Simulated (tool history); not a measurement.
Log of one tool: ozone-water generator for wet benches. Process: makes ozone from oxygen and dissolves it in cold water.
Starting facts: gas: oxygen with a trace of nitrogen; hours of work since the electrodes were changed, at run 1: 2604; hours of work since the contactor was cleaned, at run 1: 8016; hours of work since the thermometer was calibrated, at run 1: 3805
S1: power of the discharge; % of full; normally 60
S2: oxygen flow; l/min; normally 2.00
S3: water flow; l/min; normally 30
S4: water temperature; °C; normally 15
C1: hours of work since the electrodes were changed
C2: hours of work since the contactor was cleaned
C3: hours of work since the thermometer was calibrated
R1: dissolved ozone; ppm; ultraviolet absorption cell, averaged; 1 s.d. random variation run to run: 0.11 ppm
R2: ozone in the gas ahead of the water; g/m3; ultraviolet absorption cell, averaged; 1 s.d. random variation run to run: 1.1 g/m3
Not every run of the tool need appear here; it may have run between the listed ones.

run,hour,S1,S2,S3,S4,C1,C2,C3,R1,R2
1,0.0,60,2.00,30,15,2604,8016,3805,7.8,181.3
2,87.8,85,2.00,30,15,2671,8084,3872,9.8,227.5
3,182.9,85,2.00,30,15,2744,8157,3945,9.9,226.6
4,293.2,85,2.00,30,15,2829,8241,4030,9.7,229.6
5,366.7,85,2.00,30,15,2885,8297,4086,9.9,224.9
6,476.7,60,2.00,30,15,2969,8382,4171,7.7,179.8
7,588.2,60,2.00,45,15,3055,8467,4256,4.8,178.2
8,649.8,60,2.00,30,11,3102,8515,4304,8.0,178.4
# hour 698.6: water thermometer calibrated
9,757.3,60,2.00,30,11,3184,8597,45,7.7,179.6
10,876.9,60,2.00,30,15,3276,8688,137,7.8,178.8
11,934.2,88,2.93,44,17,3320,8732,181,7.0,188.5
12,1005.0,88,2.93,44,17,3374,8787,235,7.1,190.6
# hour 1016.9: contactor cleaned
13,1135.1,88,2.93,44,17,3471,91,332,6.9,189.7
14,1253.4,88,2.93,35,17,3562,181,423,9.2,189.5
15,1312.6,60,1.89,30,15,3607,227,468,7.6,183.3
16,1412.9,60,1.89,30,15,3684,304,545,7.7,180.9
17,1486.1,60,1.89,37,15,3740,360,601,5.8,181.5
18,1595.2,60,1.09,45,12,3824,444,685,3.7,242.1
19,1650.6,60,1.77,34,9,3866,486,727,6.5,188.9

Each row is a separate what-if for the run after 19, all from the same tool condition, not one after another. Results?
A,1711.0,60,1.77,20,21,3913,532,774,?,?
B,1711.0,60,1.67,30,15,3913,532,774,?,?
C,1711.0,44,1.73,21,15,3913,532,774,?,?
D,1711.0,60,2.59,34,9,3913,532,774,?,?
E,1711.0,50,2.00,28,22,3913,532,774,?,?

run,R1,R2
A,10.9,190.0
B,7.2,193.7
C,8.9,155.4
D,7.6,154.6
E,6.8,156.6
The same runs, with their run-to-run variation unchanged, on a tool lacking any hidden condition would have given:
run,R1,R2
A,11.9,199.5
B,7.9,203.4
C,9.5,161.3
D,8.4,162.4
E,7.4,163.3

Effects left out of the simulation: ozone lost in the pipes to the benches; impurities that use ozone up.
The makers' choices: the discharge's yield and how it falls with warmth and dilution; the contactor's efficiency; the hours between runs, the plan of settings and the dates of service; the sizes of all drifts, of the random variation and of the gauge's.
